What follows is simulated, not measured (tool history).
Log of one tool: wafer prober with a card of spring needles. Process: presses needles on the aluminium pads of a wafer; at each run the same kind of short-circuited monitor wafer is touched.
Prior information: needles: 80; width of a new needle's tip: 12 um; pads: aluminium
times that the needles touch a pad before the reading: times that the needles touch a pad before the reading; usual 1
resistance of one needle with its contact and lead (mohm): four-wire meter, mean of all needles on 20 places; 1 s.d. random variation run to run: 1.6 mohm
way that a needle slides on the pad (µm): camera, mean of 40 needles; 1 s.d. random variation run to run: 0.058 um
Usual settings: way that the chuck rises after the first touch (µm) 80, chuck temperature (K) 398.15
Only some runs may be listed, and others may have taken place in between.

| run | hour | way that the chuck rises after the first touch (µm) | chuck temperature (K) | times that the needles touch a pad before the reading | resistance of one needle with its contact and lead (mohm) | way that a needle slides on the pad (µm) |
|---|---|---|---|---|---|---|
| 1 | 0.0 | 80 | 398.15 | 1 | 150 | 15.51 |
|  | 1.3 | tips cleaned on abrasive film |
|  | 7.0 | tips cleaned on abrasive film |
| 2 | 8.2 | 80 | 308.15 | 1 | 134 | 15.72 |
|  | 12.7 | tips cleaned on abrasive film |
|  | 18.4 | tips cleaned on abrasive film |
| 3 | 21.2 | 80 | 308.15 | 1 | 131 | 15.76 |
|  | 24.8 | tips cleaned on abrasive film |
|  | 30.4 | tips cleaned on abrasive film |
| 4 | 33.5 | 80 | 319.15 | 1 | 134 | 15.77 |
|  | 36.1 | tips cleaned on abrasive film |
|  | 41.5 | tips cleaned on abrasive film |
| 5 | 45.8 | 80 | 319.15 | 1 | 137 | 15.60 |
|  | 47.9 | tips cleaned on abrasive film |
| 6 | 51.6 | 80 | 302.15 | 1 | 133 | 15.71 |
|  | 53.5 | tips cleaned on abrasive film |
|  | 59.0 | tips cleaned on abrasive film |
|  | 64.5 | tips cleaned on abrasive film |
| 7 | 64.6 | 80 | 398.15 | 1 | 148 | 15.70 |
|  | 70.4 | tips cleaned on abrasive film |
| 8 | 73.7 | 80 | 398.15 | 2 | 150 | 15.85 |
|  | 76.0 | tips cleaned on abrasive film |
|  | 82.4 | tips cleaned on abrasive film |
|  | 84.0 | height of the first contact set anew |
| 9 | 85.7 | 80 | 398.15 | 2 | 150 | 15.66 |
|  | 88.5 | tips cleaned on abrasive film |
|  | 94.6 | tips cleaned on abrasive film |
| 10 | 96.4 | 80 | 398.15 | 2 | 147 | 15.66 |
|  | 100.2 | tips cleaned on abrasive film |
| 11 | 102.4 | 80 | 398.15 | 2 | 147 | 15.75 |
|  | 105.6 | tips cleaned on abrasive film |
| 12 | 109.3 | 80 | 398.15 | 2 | 151 | 15.57 |
|  | 111.3 | tips cleaned on abrasive film |
|  | 116.8 | tips cleaned on abrasive film |
| 13 | 120.5 | 80 | 398.15 | 2 | 149 | 15.60 |
|  | 122.7 | tips cleaned on abrasive film |
| 14 | 127.3 | 80 | 398.15 | 2 | 150 | 15.67 |
|  | 128.6 | tips cleaned on abrasive film |
|  | 134.5 | tips cleaned on abrasive film |
| 15 | 135.9 | 80 | 398.15 | 3 | 150 | 15.73 |
|  | 140.1 | tips cleaned on abrasive film |
| 16 | 142.2 | 86 | 353.15 | 3 | 139 | 16.83 |
|  | 146.3 | tips cleaned on abrasive film |
| 17 | 148.8 | 98 | 314.15 | 1 | 135 | 19.23 |
|  | 151.7 | tips cleaned on abrasive film |
| 18 | 155.3 | 82 | 326.15 | 2 | 133 | 16.05 |
|  | 157.2 | tips cleaned on abrasive film |
|  | 162.5 | tips cleaned on abrasive film |
|  | 168.2 | tips cleaned on abrasive film |
| 19 | 168.4 | 62 | 372.15 | 2 | 144 | 12.13 |
|  | 174.1 | tips cleaned on abrasive film |
| 20 | 178.9 | 93 | 349.15 | 1 | 139 | 18.24 |
|  | 180.2 | tips cleaned on abrasive film |
| 21 | 184.7 | 93 | 349.15 | 1 | 142 | 18.24 |
|  | 186.0 | tips cleaned on abrasive film |
|  | 191.7 | tips cleaned on abrasive film |
| 22 | 193.1 | 93 | 349.15 | 1 | 139 | 18.24 |
|  | 194.5 | height of the first contact set anew |
|  | 197.9 | tips cleaned on abrasive film |
|  | 203.6 | tips cleaned on abrasive film |
| 23 | 206.5 | 93 | 349.15 | 1 | 140 | 18.20 |
|  | 209.2 | tips cleaned on abrasive film |
|  | 215.4 | tips cleaned on abrasive film |
| 24 | 215.4 | 92 | 312.15 | 1 | 134 | 17.93 |
|  | 221.1 | tips cleaned on abrasive film |
|  | 226.7 | tips cleaned on abrasive film |
| 25 | 226.7 | 76 | 312.15 | 2 | 133 | 14.92 |
|  | 232.5 | tips cleaned on abrasive film |
|  | 237.9 | tips cleaned on abrasive film |
| 26 | 237.9 | 76 | 312.15 | 2 | 133 | 14.83 |
|  | 243.5 | tips cleaned on abrasive film |
| 27 | 247.5 | 80 | 398.15 | 2 | 148 | 15.67 |
|  | 249.5 | tips cleaned on abrasive film |
| 28 | 253.8 | 90 | 373.15 | 2 | 145 | 17.75 |
|  | 255.4 | tips cleaned on abrasive film |
|  | 260.8 | tips cleaned on abrasive film |
|  | 266.4 | tips cleaned on abrasive film |
| 29 | 267.0 | 70 | 398.15 | 1 | 149 | 13.68 |
|  | 272.0 | tips cleaned on abrasive film |
|  | 277.4 | tips cleaned on abrasive film |
| 30 | 278.3 | 64 | 359.15 | 1 | 143 | 12.52 |

3 ways to go on from here, each from the tool as it stands after run 30. What would each give?
|  | 283.6 | tips cleaned on abrasive film |
|  | 288.9 | tips cleaned on abrasive film |
| A | 289.5 | 64 | 305.15 | 2 | ? | ? |
|  | 283.6 | tips cleaned on abrasive film |
|  | 288.9 | tips cleaned on abrasive film |
| B | 289.5 | 71 | 359.15 | 1 | ? | ? |
|  | 283.6 | tips cleaned on abrasive film |
|  | 288.9 | tips cleaned on abrasive film |
| C | 289.5 | 89 | 359.15 | 1 | ? | ? |

| run | resistance of one needle with its contact and lead (mohm) | way that a needle slides on the pad (µm) |
|---|---|---|
| A | 135 | 12.46 |
| B | 143 | 13.92 |
| C | 142 | 17.42 |
With no hidden state in the tool, these same runs would have given:
| run | resistance of one needle with its contact and lead (mohm) | way that a needle slides on the pad (µm) |
|---|---|---|
| A | 135 | 12.47 |
| B | 143 | 13.93 |
| C | 142 | 17.44 |

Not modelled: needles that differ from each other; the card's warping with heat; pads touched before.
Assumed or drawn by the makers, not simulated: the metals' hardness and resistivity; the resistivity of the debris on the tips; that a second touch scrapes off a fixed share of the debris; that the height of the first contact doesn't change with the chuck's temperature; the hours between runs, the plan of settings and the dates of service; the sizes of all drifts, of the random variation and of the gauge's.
